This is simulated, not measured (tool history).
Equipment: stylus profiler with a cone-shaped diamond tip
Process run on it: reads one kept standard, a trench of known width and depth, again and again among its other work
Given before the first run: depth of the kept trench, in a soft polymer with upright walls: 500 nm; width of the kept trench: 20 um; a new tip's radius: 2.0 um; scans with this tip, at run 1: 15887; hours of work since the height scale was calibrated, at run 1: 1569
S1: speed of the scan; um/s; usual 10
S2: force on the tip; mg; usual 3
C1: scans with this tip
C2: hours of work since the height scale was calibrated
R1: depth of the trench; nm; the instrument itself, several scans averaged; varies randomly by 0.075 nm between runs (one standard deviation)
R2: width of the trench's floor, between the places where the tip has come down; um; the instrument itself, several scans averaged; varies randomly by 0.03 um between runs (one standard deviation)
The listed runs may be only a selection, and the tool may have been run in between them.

run	hour	S1	S2	C1	C2	R1	R2
1	0	10	3	15887	1569	507.4	17.34
2	40.8	10	3	16188	1598	507.42	17.3
3	93.7	10	3	16578	1637	507.29	17.22
4	144.8	10	3	16955	1674	507.34	17.26
5	199.2	10	3	17356	1714	507.33	17.29
6	231.3	10	3	17593	1737	507.41	17.31
7	291.9	10	3	18039	1781	507.25	17.31
8	332.9	10	3	18342	1811	507.26	17.3
9	368.3	10	1.25	18602	1837	503.97	17.21
10	406.9	10	3	18887	1865	507.49	17.25
11	455.9	10	2.37	19248	1900	506.41	17.31
12	486.1	10	2.37	19471	1922	506.29	17.25
13	515	10	2.37	19684	1943	506.38	17.31
14	563.3	10	3	20040	1979	507.37	17.25
15	624.2	10	3	20489	2023	507.37	17.31
16	675.1	10	3	20864	2060	507.49	17.29
17	705.2	10	3.09	21086	2082	507.52	17.27
18	739.2	14	3	21336	2107	507.41	17.26
19	775.9	14	3	21607	2133	507.41	17.3
20	835.2	14	3	22044	2176	507.33	17.26
21	894.9	14	3	22484	2220	507.46	17.26
22	933	3	3	22765	2248	507.36	17.3
23	972.4	3	3	23056	2276	507.38	17.34
24	1011	3	3	23340	2304	507.43	17.34
25	1036.3	3	3	23527	2323	507.42	17.35
26	1097	37	1.6	23974	2367	504.93	17.06
27	1152.7	11	4.92	24385	2408	510.3	17.31
28	1215.2	11	4.92	24845	2453	510.24	17.29
# hour 1242.9: height scale calibrated on a step standard
29	1246.6	3	6.04	25073	3	511.79	17.31
30	1309	10	1.22	25533	48	504.07	17.25
31	1363.2	27	1.61	25933	88	504.83	17.14
32	1424.1	27	1.61	26382	132	504.99	17.12
33	1463.9	2	4.12	26675	161	509.19	17.28
34	1495.1	10	1.32	26905	184	504.23	17.27
35	1521.8	7	2.84	27102	203	507.09	17.32
36	1568.2	7	2.84	27444	237	507.21	17.33
37	1629.9	7	2.84	27899	282	507.19	17.25
38	1671.2	7	2.84	28203	312	507.13	17.29
39	1730.5	7	2.84	28641	355	507.23	17.31
40	1787.4	7	2.84	29060	396	507.17	17.27
41	1825.7	7	2.84	29342	424	507.15	17.32
42	1877.3	7	2.84	29723	462	507.12	17.25
43	1917.5	7	2.05	30019	491	505.57	17.31
44	1961.7	11	6.46	30344	523	512.51	17.31
45	2014.5	11	6.46	30734	562	512.43	17.28

A few steps of R2 between consecutive runs. Split each: what settings, incoming material and random variation would produce without the hidden state, and what is left over for the hidden state, along with gauge scatter present in only one of the two compared results (measured, and without hidden state):
The tool's hidden condition here consists of: radius of the tip, um; height scale over the true one, %; drift of the gauge itself on depth_nm, %; drift of the gauge itself on floor_um, %.
Run 3 -> 4: nothing adjusted, nothing logged. R2 +0.04 um: hidden state -0.01, all else +0.05.
Run 4 -> 5: nothing adjusted, nothing logged. R2 +0.03 um: hidden state +0.01, all else +0.02.
Run 9 -> 10: S2 1.25 -> 3. R2 +0.04 um: hidden state -0.01, all else +0.05.
Run 25 -> 26: S1 3 -> 37, S2 3 -> 1.6. R2 -0.29 um: hidden state -0.01, all else -0.28.
Run 26 -> 27: S1 37 -> 11, S2 1.6 -> 4.92. R2 +0.25 um: hidden state +0, all else +0.25.
Run 32 -> 33: S1 27 -> 2, S2 1.61 -> 4.12. R2 +0.16 um: hidden state +0, all else +0.16.
